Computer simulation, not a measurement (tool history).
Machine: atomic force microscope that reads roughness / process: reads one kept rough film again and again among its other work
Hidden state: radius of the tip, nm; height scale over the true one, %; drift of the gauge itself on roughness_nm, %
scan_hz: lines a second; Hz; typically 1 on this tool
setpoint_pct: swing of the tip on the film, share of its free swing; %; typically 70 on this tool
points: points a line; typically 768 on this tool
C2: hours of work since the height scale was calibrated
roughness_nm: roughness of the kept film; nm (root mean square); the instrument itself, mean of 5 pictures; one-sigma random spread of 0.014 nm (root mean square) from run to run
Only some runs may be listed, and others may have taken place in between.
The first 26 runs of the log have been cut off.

run 27 hour=230.3 | scan_hz=2.37 setpoint_pct=78 points=768 | pictures_with_this_tip=113 C2=350 | roughness_nm=2.567
run 28 hour=237.5 | scan_hz=2.37 setpoint_pct=78 points=768 | pictures_with_this_tip=128 C2=355 | roughness_nm=2.479
-- hour=238.7 new tip fitted
run 29 hour=247.9 | scan_hz=1 setpoint_pct=82 points=264 | pictures_with_this_tip=20 C2=362 | roughness_nm=3.033
run 30 hour=256.8 | scan_hz=1 setpoint_pct=82 points=264 | pictures_with_this_tip=40 C2=369 | roughness_nm=2.945
run 31 hour=262.7 | scan_hz=1 setpoint_pct=62 points=794 | pictures_with_this_tip=52 C2=373 | roughness_nm=3.004
run 32 hour=271.2 | scan_hz=1 setpoint_pct=62 points=794 | pictures_with_this_tip=71 C2=379 | roughness_nm=2.901
run 33 hour=283 | scan_hz=1 setpoint_pct=62 points=794 | pictures_with_this_tip=97 C2=387 | roughness_nm=2.805
run 34 hour=290.1 | scan_hz=1.08 setpoint_pct=60 points=794 | pictures_with_this_tip=112 C2=392 | roughness_nm=2.735
-- hour=298.4 new tip fitted
run 35 hour=303 | scan_hz=1.08 setpoint_pct=60 points=794 | pictures_with_this_tip=10 C2=401 | roughness_nm=3.241
run 36 hour=308.4 | scan_hz=2.46 setpoint_pct=59 points=768 | pictures_with_this_tip=22 C2=405 | roughness_nm=3.107

Alternative continuations, all from the tool just after run 36; predict every row:
run A hour=316.4 | scan_hz=2.46 setpoint_pct=80 points=768 | pictures_with_this_tip=40 C2=411 | roughness_nm=?
run B hour=316.4 | scan_hz=1.28 setpoint_pct=61 points=613 | pictures_with_this_tip=40 C2=411 | roughness_nm=?
run C hour=316.4 | scan_hz=1.31 setpoint_pct=63 points=768 | pictures_with_this_tip=40 C2=411 | roughness_nm=?

run=A roughness_nm=2.816
run=B roughness_nm=3.082
run=C roughness_nm=3.084
Take away the tool's hidden state, keep each run's random variation, and the runs would have read:
run=A roughness_nm=3.006
run=B roughness_nm=3.29
run=C roughness_nm=3.292
